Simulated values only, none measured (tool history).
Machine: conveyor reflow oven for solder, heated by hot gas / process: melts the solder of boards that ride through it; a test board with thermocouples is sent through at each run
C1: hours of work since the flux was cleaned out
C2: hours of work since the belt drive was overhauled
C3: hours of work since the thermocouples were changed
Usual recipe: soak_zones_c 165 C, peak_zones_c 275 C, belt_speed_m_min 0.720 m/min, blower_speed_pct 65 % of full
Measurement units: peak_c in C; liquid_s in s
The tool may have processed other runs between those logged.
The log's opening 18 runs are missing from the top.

run 19 day=18.354 | soak_zones_c=163 peak_zones_c=275 belt_speed_m_min=0.720 blower_speed_pct=65 | C1=145 C2=529 C3=167 | peak_c=243.3 liquid_s=37.9
run 20 day=19.425 | soak_zones_c=161 peak_zones_c=275 belt_speed_m_min=0.770 blower_speed_pct=65 | C1=159 C2=543 C3=182 | peak_c=239.9 liquid_s=31.0
run 21 day=20.704 | soak_zones_c=161 peak_zones_c=270 belt_speed_m_min=0.770 blower_speed_pct=65 | C1=177 C2=560 C3=199 | peak_c=235.6 liquid_s=27.1
run 22 day=22.246 | soak_zones_c=165 peak_zones_c=275 belt_speed_m_min=0.696 blower_speed_pct=65 | C1=197 C2=581 C3=219 | peak_c=245.0 liquid_s=41.3
run 23 day=22.904 | soak_zones_c=165 peak_zones_c=285 belt_speed_m_min=0.583 blower_speed_pct=76 | C1=206 C2=590 C3=228 | peak_c=265.3 liquid_s=66.9
run 24 day=24.067 | soak_zones_c=165 peak_zones_c=285 belt_speed_m_min=0.847 blower_speed_pct=70 | C1=222 C2=605 C3=244 | peak_c=245.2 liquid_s=32.8
run 25 day=25.450 | soak_zones_c=165 peak_zones_c=283 belt_speed_m_min=0.847 blower_speed_pct=90 | C1=240 C2=624 C3=262 | peak_c=252.2 liquid_s=37.9
run 26 day=26.358 | soak_zones_c=165 peak_zones_c=283 belt_speed_m_min=0.847 blower_speed_pct=90 | C1=252 C2=636 C3=275 | peak_c=251.9 liquid_s=37.9
-- day=26.788 flux residue cleaned out of gas plates and filters
run 27 day=27.379 | soak_zones_c=167 peak_zones_c=268 belt_speed_m_min=0.818 blower_speed_pct=90 | C1=8 C2=647 C3=286 | peak_c=246.0 liquid_s=37.4
run 28 day=28.396 | soak_zones_c=152 peak_zones_c=280 belt_speed_m_min=0.636 blower_speed_pct=65 | C1=22 C2=661 C3=299 | peak_c=253.1 liquid_s=49.6
run 29 day=29.425 | soak_zones_c=152 peak_zones_c=280 belt_speed_m_min=0.636 blower_speed_pct=65 | C1=35 C2=675 C3=313 | peak_c=252.3 liquid_s=49.0
run 30 day=30.558 | soak_zones_c=152 peak_zones_c=280 belt_speed_m_min=0.636 blower_speed_pct=65 | C1=51 C2=690 C3=328 | peak_c=252.3 liquid_s=49.2
run 31 day=31.521 | soak_zones_c=167 peak_zones_c=264 belt_speed_m_min=0.720 blower_speed_pct=77 | C1=64 C2=703 C3=341 | peak_c=242.5 liquid_s=39.6

Each row is a separate what-if for the run after 31, all from the same tool condition, not one after another. Results?
run A day=32.942 | soak_zones_c=167 peak_zones_c=269 belt_speed_m_min=0.835 blower_speed_pct=63 | C1=83 C2=722 C3=360 | peak_c=? liquid_s=?
run B day=32.942 | soak_zones_c=165 peak_zones_c=279 belt_speed_m_min=0.836 blower_speed_pct=61 | C1=83 C2=722 C3=360 | peak_c=? liquid_s=?
run C day=32.942 | soak_zones_c=167 peak_zones_c=264 belt_speed_m_min=0.720 blower_speed_pct=69 | C1=83 C2=722 C3=360 | peak_c=? liquid_s=?
run D day=32.942 | soak_zones_c=167 peak_zones_c=273 belt_speed_m_min=0.767 blower_speed_pct=86 | C1=83 C2=722 C3=360 | peak_c=? liquid_s=?

run=A peak_c=233.4 liquid_s=23.1
run=B peak_c=238.5 liquid_s=27.8
run=C peak_c=239.4 liquid_s=35.8
run=D peak_c=249.9 liquid_s=43.1
The same runs, with their run-to-run variation unchanged, on a tool lacking any hidden condition would have given:
run=A peak_c=234.1 liquid_s=23.8
run=B peak_c=239.3 liquid_s=28.3
run=C peak_c=240.0 liquid_s=36.3
run=D peak_c=250.7 liquid_s=43.5
